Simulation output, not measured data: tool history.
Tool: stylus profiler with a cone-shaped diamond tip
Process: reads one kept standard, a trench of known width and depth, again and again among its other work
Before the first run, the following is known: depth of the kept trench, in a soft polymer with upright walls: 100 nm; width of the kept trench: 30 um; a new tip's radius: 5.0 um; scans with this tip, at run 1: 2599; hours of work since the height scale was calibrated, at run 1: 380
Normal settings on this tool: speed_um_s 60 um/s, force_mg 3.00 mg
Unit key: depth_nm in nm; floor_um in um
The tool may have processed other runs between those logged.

run    hour  speed_um_s  force_mg  scans with this tip  hours of work since the height scale was calibrated  depth_nm  floor_um
  1     0.0          60      3.00                 2599                                                  380    101.80     27.89
  2    56.2          60      3.00                 2899                                                  424    101.79     27.97
  3   137.5          28      3.00                 3332                                                  487    101.83     27.97
  4   214.5          28      3.00                 3742                                                  547    101.81     28.01
  5   257.6          60      3.30                 3972                                                  581    101.90     27.92
  6   294.9          60      3.30                 4171                                                  610    101.88     27.86
  7   351.8          60      3.00                 4474                                                  654    101.77     27.89
  8   402.7          60      3.00                 4745                                                  694    101.79     27.95
  9   468.2          60      3.00                 5094                                                  745    101.80     27.88
 10   531.3          87      3.00                 5431                                                  794    101.79     27.83
 11   606.9         133      3.00                 5834                                                  853    101.81     27.76
 12   641.2         133      3.00                 6017                                                  880    101.79     27.73
 13   679.6         173      3.00                 6221                                                  910    101.80     27.67
 14   735.7         173      3.00                 6520                                                  954    101.84     27.71
 15   807.3         122      1.24                 6902                                                 1010    101.04     27.73
 16   847.7         226      8.81                 7117                                                 1041    103.68     27.79
 17   884.8          81      5.71                 7315                                                 1070    102.72     27.90
 18   960.7          38      1.64                 7719                                                 1129    101.22     27.86
 19   996.5          38      1.64                 7910                                                 1157    101.20     27.92
 20  1053.5          38      1.64                 8214                                                 1202    101.14     27.94
 21  1131.9          38      1.64                 8631                                                 1263    101.19     27.93
 22  1203.7          21      1.32                 9014                                                 1319    101.02     27.97
 23  1256.0         226      2.95                 9293                                                 1359    101.77     27.60
 24  1291.1         226      2.95                 9480                                                 1387    101.74     27.58
 25  1338.2         226      2.95                 9731                                                 1423    101.80     27.63
 26  1401.0         226      2.95                10066                                                 1472    101.78     27.69
     1458.5  -- height scale calibrated on a step standard
 27  1461.5          19      7.96                10386                                                    2    103.45     28.00

4 ways to go on from here, each from the tool as it stands after run 27. What would each give?
  A  1513.2         130      6.30                10661                                                   43         ?         ?
  B  1513.2          60      3.51                10661                                                   43         ?         ?
  C  1513.2          77      1.88                10661                                                   43         ?         ?
  D  1513.2          33      1.04                10661                                                   43         ?         ?

run  depth_nm  floor_um
  A    102.99     27.85
  B    101.97     27.93
  C    101.34     27.84
  D    100.87     27.91
Take away the tool's hidden state, keep each run's random variation, and the runs would have read:
run  depth_nm  floor_um
  A    102.99     27.86
  B    101.97     27.94
  C    101.34     27.85
  D    100.87     27.91
